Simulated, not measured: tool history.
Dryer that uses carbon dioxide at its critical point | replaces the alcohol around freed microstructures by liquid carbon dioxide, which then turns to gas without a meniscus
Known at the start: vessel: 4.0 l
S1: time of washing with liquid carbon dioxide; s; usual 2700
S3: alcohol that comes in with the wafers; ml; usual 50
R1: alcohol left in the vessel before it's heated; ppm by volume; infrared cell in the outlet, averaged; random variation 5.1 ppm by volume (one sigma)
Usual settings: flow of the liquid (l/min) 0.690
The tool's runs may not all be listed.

{"run": 1, "hour": 0.0, "S1": 2700, "flow of the liquid (l/min)": 0.69, "S3": 50, "R1": 132}
{"run": 2, "hour": 22.2, "S1": 2700, "flow of the liquid (l/min)": 0.69, "S3": 50, "R1": 138}
{"run": 3, "hour": 35.2, "S1": 2700, "flow of the liquid (l/min)": 0.69, "S3": 50, "R1": 139}
{"hour": 63.0, "done": "purifier's bed changed"}
{"run": 4, "hour": 70.5, "S1": 2700, "flow of the liquid (l/min)": 0.69, "S3": 50, "R1": 69}
{"run": 5, "hour": 99.5, "S1": 4260, "flow of the liquid (l/min)": 0.69, "S3": 50, "R1": 11}
{"run": 6, "hour": 130.4, "S1": 1740, "flow of the liquid (l/min)": 0.69, "S3": 50, "R1": 454}
{"run": 7, "hour": 146.1, "S1": 1740, "flow of the liquid (l/min)": 0.69, "S3": 50, "R1": 475}
{"run": 8, "hour": 174.7, "S1": 1740, "flow of the liquid (l/min)": 0.69, "S3": 50, "R1": 483}
{"run": 9, "hour": 198.0, "S1": 3540, "flow of the liquid (l/min)": 0.69, "S3": 50, "R1": 42}
{"run": 10, "hour": 218.1, "S1": 2700, "flow of the liquid (l/min)": 0.69, "S3": 23, "R1": 50}
{"run": 11, "hour": 243.2, "S1": 2700, "flow of the liquid (l/min)": 0.69, "S3": 50, "R1": 93}
{"run": 12, "hour": 273.3, "S1": 2700, "flow of the liquid (l/min)": 0.69, "S3": 50, "R1": 96}
{"run": 13, "hour": 305.2, "S1": 2700, "flow of the liquid (l/min)": 0.69, "S3": 24, "R1": 68}
{"run": 14, "hour": 332.3, "S1": 2700, "flow of the liquid (l/min)": 0.69, "S3": 24, "R1": 70}
{"run": 15, "hour": 353.1, "S1": 2700, "flow of the liquid (l/min)": 0.69, "S3": 24, "R1": 69}
{"run": 16, "hour": 370.6, "S1": 2700, "flow of the liquid (l/min)": 0.69, "S3": 24, "R1": 78}
{"run": 17, "hour": 397.3, "S1": 2700, "flow of the liquid (l/min)": 0.69, "S3": 24, "R1": 73}
{"run": 18, "hour": 426.9, "S1": 2700, "flow of the liquid (l/min)": 0.69, "S3": 50, "R1": 129}
{"run": 19, "hour": 453.8, "S1": 2700, "flow of the liquid (l/min)": 0.69, "S3": 50, "R1": 127}
{"run": 20, "hour": 485.0, "S1": 2700, "flow of the liquid (l/min)": 0.69, "S3": 50, "R1": 127}
{"run": 21, "hour": 501.6, "S1": 2700, "flow of the liquid (l/min)": 0.69, "S3": 50, "R1": 140}
{"hour": 504.4, "done": "inlet filter changed"}
{"run": 22, "hour": 519.6, "S1": 4020, "flow of the liquid (l/min)": 0.69, "S3": 50, "R1": 50}
{"run": 23, "hour": 540.3, "S1": 4020, "flow of the liquid (l/min)": 0.69, "S3": 50, "R1": 44}
{"run": 24, "hour": 554.8, "S1": 2100, "flow of the liquid (l/min)": 0.69, "S3": 50, "R1": 237}
{"run": 25, "hour": 586.3, "S1": 2100, "flow of the liquid (l/min)": 0.69, "S3": 50, "R1": 231}
{"run": 26, "hour": 599.7, "S1": 2100, "flow of the liquid (l/min)": 0.69, "S3": 98, "R1": 411}
{"run": 27, "hour": 621.3, "S1": 2100, "flow of the liquid (l/min)": 0.69, "S3": 98, "R1": 427}
{"run": 28, "hour": 652.5, "S1": 1800, "flow of the liquid (l/min)": 0.916, "S3": 45, "R1": 151}
{"run": 29, "hour": 672.6, "S1": 2700, "flow of the liquid (l/min)": 0.69, "S3": 85, "R1": 162}
{"run": 30, "hour": 688.2, "S1": 2700, "flow of the liquid (l/min)": 0.485, "S3": 38, "R1": 306}
{"run": 31, "hour": 713.3, "S1": 2700, "flow of the liquid (l/min)": 1.137, "S3": 90, "R1": 57}
{"run": 32, "hour": 730.7, "S1": 3240, "flow of the liquid (l/min)": 0.433, "S3": 31, "R1": 213}
{"run": 33, "hour": 756.3, "S1": 2700, "flow of the liquid (l/min)": 0.73, "S3": 23, "R1": 86}
{"run": 34, "hour": 786.8, "S1": 2400, "flow of the liquid (l/min)": 0.938, "S3": 33, "R1": 82}
{"run": 35, "hour": 809.6, "S1": 2400, "flow of the liquid (l/min)": 0.938, "S3": 33, "R1": 75}
{"run": 36, "hour": 836.6, "S1": 1860, "flow of the liquid (l/min)": 0.668, "S3": 104, "R1": 894}
{"run": 37, "hour": 854.6, "S1": 2820, "flow of the liquid (l/min)": 0.52, "S3": 100, "R1": 502}
{"run": 38, "hour": 879.7, "S1": 1740, "flow of the liquid (l/min)": 0.511, "S3": 46, "R1": 1060}
{"run": 39, "hour": 909.0, "S1": 2460, "flow of the liquid (l/min)": 0.459, "S3": 21, "R1": 319}
{"run": 40, "hour": 931.0, "S1": 3180, "flow of the liquid (l/min)": 0.937, "S3": 50, "R1": 73}
{"run": 41, "hour": 954.8, "S1": 3840, "flow of the liquid (l/min)": 1.157, "S3": 50, "R1": 83}
{"run": 42, "hour": 976.1, "S1": 3840, "flow of the liquid (l/min)": 1.157, "S3": 50, "R1": 76}
{"hour": 992.6, "done": "purifier's bed changed"}
{"run": 43, "hour": 1003.1, "S1": 3840, "flow of the liquid (l/min)": 1.157, "S3": 50, "R1": 5}
{"run": 44, "hour": 1019.4, "S1": 3840, "flow of the liquid (l/min)": 0.58, "S3": 36, "R1": 31}
{"run": 45, "hour": 1035.7, "S1": 2220, "flow of the liquid (l/min)": 0.525, "S3": 46, "R1": 513}
{"run": 46, "hour": 1062.5, "S1": 2220, "flow of the liquid (l/min)": 0.525, "S3": 46, "R1": 511}
{"run": 47, "hour": 1083.4, "S1": 2220, "flow of the liquid (l/min)": 0.509, "S3": 60, "R1": 732}
{"run": 48, "hour": 1104.9, "S1": 2220, "flow of the liquid (l/min)": 0.509, "S3": 60, "R1": 751}

The same runs without the tool's hidden state, with the same run-to-run variation:
The hidden state here: flow that reaches the vessel past the clogged filter, %; alcohol in the recycled carbon dioxide, ppm; drift of the gauge itself on alcohol_ppm, %.
run=1 R1=51
run=2 R1=54
run=3 R1=52
run=4 R1=51
run=5 R1=5
run=6 R1=368
run=7 R1=383
run=8 R1=384
run=9 R1=23
run=10 R1=25
run=11 R1=54
run=12 R1=52
run=13 R1=32
run=14 R1=32
run=15 R1=29
run=16 R1=36
run=17 R1=26
run=18 R1=61
run=19 R1=58
run=20 R1=52
run=21 R1=61
run=22 R1=11
run=23 R1=5
run=24 R1=187
run=25 R1=175
run=26 R1=341
run=27 R1=349
run=28 R1=91
run=29 R1=95
run=30 R1=228
run=31 R1=2
run=32 R1=137
run=33 R1=23
run=34 R1=17
run=35 R1=9
run=36 R1=691
run=37 R1=348
run=38 R1=858
run=39 R1=204
run=40 R1=0
run=41 R1=10
run=42 R1=0
run=43 R1=3
run=44 R1=19
run=45 R1=391
run=46 R1=383
run=47 R1=549
run=48 R1=555
